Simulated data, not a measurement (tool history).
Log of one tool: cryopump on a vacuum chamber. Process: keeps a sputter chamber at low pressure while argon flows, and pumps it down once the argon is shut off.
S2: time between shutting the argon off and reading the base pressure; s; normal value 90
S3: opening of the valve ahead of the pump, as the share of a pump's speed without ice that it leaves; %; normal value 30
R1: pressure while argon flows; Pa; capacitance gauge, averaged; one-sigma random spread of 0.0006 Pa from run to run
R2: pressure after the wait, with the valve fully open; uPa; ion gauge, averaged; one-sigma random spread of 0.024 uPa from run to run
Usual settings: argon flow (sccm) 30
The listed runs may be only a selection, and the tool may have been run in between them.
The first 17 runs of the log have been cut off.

{"run": 18, "hour": 1287.5, "argon flow (sccm)": 30, "S2": 90, "S3": 24, "R1": 0.113, "R2": 1.35}
{"run": 19, "hour": 1337.4, "argon flow (sccm)": 30, "S2": 90, "S3": 24, "R1": 0.1155, "R2": 1.32}
{"run": 20, "hour": 1386.4, "argon flow (sccm)": 43, "S2": 90, "S3": 59, "R1": 0.0732, "R2": 1.33}
{"run": 21, "hour": 1492.9, "argon flow (sccm)": 16, "S2": 55, "S3": 30, "R1": 0.0513, "R2": 1.9}
{"run": 22, "hour": 1550.7, "argon flow (sccm)": 16, "S2": 55, "S3": 30, "R1": 0.0509, "R2": 1.91}
{"run": 23, "hour": 1615.2, "argon flow (sccm)": 16, "S2": 55, "S3": 30, "R1": 0.0523, "R2": 1.95}
{"hour": 1634.1, "done": "pump warmed up, emptied and cooled again"}
{"run": 24, "hour": 1740.2, "argon flow (sccm)": 30, "S2": 57, "S3": 36, "R1": 0.0723, "R2": 1.73}
{"run": 25, "hour": 1823.6, "argon flow (sccm)": 31, "S2": 26, "S3": 47, "R1": 0.0587, "R2": 3.07}
{"run": 26, "hour": 1902.2, "argon flow (sccm)": 14, "S2": 61, "S3": 16, "R1": 0.0754, "R2": 1.65}
{"run": 27, "hour": 2016.7, "argon flow (sccm)": 14, "S2": 61, "S3": 16, "R1": 0.0761, "R2": 1.74}
{"run": 28, "hour": 2096.2, "argon flow (sccm)": 30, "S2": 199, "S3": 27, "R1": 0.0995, "R2": 1.03}
{"run": 29, "hour": 2186.5, "argon flow (sccm)": 15, "S2": 162, "S3": 27, "R1": 0.0499, "R2": 1.17}
{"run": 30, "hour": 2290.8, "argon flow (sccm)": 15, "S2": 162, "S3": 27, "R1": 0.0518, "R2": 1.17}
{"run": 31, "hour": 2370.5, "argon flow (sccm)": 13, "S2": 172, "S3": 28, "R1": 0.044, "R2": 1.24}

Predict the results of run 32:
{"run": 32, "hour": 2427.8, "argon flow (sccm)": 40, "S2": 172, "S3": 28, "R1": "?", "R2": "?"}

R1: 0.1356 Pa
R2: 1.23 uPa
The same run, on a tool lacking any hidden state, would have yielded R1 0.12 Pa, R2 0.5 uPa.
